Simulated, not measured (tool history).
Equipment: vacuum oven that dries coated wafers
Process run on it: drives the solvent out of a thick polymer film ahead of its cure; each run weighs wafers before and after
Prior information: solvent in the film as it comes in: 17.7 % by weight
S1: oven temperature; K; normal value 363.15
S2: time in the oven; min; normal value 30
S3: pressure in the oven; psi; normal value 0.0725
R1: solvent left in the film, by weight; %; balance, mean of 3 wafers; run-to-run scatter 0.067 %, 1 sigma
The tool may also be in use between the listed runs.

run	hour	S1	S2	S3	R1
1	0	363.15	30	0.0725	4.39
2	54.1	363.15	30	0.0982	4.58
3	97.9	363.15	30	0.0982	4.53
4	145.8	361.15	30	0.0982	5.02
5	193.6	361.15	30	0.0982	5.1
6	226.1	363.15	30	0.1981	5.55
7	289.3	365.15	30	0.0725	3.74
# hour 295.8: oven's thermocouples calibrated
8	343.4	365.15	30	0.1198	4.01
9	398.3	365.15	18	0.0663	5.87
10	429	363.15	32	0.0683	3.86
11	488.7	363.15	32	0.1202	4.2
# hour 503: oven's thermocouples calibrated, once more
12	558.8	363.15	32	0.1202	5.23
13	626.8	354.15	17	0.0592	10.15

5 options for the next run, each taken on its own from the tool as it stands now. Forecast them:
A	687.6	351.15	17	0.1424	?
B	687.6	378.15	29	0.2714	?
C	687.6	363.15	19	0.0725	?
D	687.6	354.15	17	0.117	?
E	687.6	363.15	43	0.0725	?

run	R1
A	11.39
B	3
C	7.21
D	10.48
E	3.43
With no hidden state in the tool, these same runs would have given:
run	R1
A	10.82
B	2.56
C	6.63
D	9.91
E	2.75
